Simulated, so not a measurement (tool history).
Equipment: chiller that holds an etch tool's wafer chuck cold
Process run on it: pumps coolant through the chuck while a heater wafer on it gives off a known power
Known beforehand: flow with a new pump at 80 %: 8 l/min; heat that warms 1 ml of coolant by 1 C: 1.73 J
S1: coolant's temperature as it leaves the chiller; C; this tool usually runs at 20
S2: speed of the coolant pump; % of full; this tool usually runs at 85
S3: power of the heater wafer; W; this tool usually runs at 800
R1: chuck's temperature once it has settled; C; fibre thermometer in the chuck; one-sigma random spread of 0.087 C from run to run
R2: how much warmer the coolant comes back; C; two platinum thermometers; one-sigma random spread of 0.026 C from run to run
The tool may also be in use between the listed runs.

Run 1, hour 0.0: usual settings. Result: R1 25.85 C, R2 3.31 C.
Run 2, hour 25.5: usual settings. Result: R1 25.91 C, R2 3.29 C.
Run 3, hour 42.1: usual settings. Result: R1 25.75 C, R2 3.28 C.
Run 4, hour 78.1: usual settings. Result: R1 25.80 C, R2 3.31 C.
Run 5, hour 95.5: usual settings. Result: R1 25.94 C, R2 3.30 C.
Run 6, hour 134.3: usual settings. Result: R1 25.87 C, R2 3.25 C.
Run 7, hour 170.4: usual settings but S1 15 C, S2 88 % of full, S3 530 W. Result: R1 18.61 C, R2 2.07 C.
At hour 174.6: chiller's thermometer calibrated.
Run 8, hour 203.2: usual settings but S1 12 C, S2 92 % of full, S3 808 W. Result: R1 17.23 C, R2 3.13 C.
Run 9, hour 224.3: usual settings but S2 64 % of full, S3 614 W. Result: R1 25.37 C, R2 3.29 C.
Run 10, hour 246.3: usual settings but S2 64 % of full, S3 614 W. Result: R1 25.43 C, R2 3.27 C.
Run 11, hour 279.9: usual settings but S2 64 % of full, S3 614 W. Result: R1 25.27 C, R2 3.34 C.

Alternative continuations, all from the tool just after run 11; predict every row:
Run A, hour 309.3: usual settings but S2 82 % of full, S3 614 W. Result: R1 ?, R2 ?.
Run B, hour 309.3: usual settings but S1 16 C, S2 64 % of full, S3 614 W. Result: R1 ?, R2 ?.
Run C, hour 309.3: usual settings but S1 27 C, S2 65 % of full, S3 475 W. Result: R1 ?, R2 ?.

run     R1    R2
  A  24.32  2.61
  B  21.28  3.30
  C  30.83  2.49
Stripped of hidden state, with their random variation kept, the same runs would have yielded:
run     R1    R2
  A  24.43  2.59
  B  21.32  3.28
  C  30.98  2.47

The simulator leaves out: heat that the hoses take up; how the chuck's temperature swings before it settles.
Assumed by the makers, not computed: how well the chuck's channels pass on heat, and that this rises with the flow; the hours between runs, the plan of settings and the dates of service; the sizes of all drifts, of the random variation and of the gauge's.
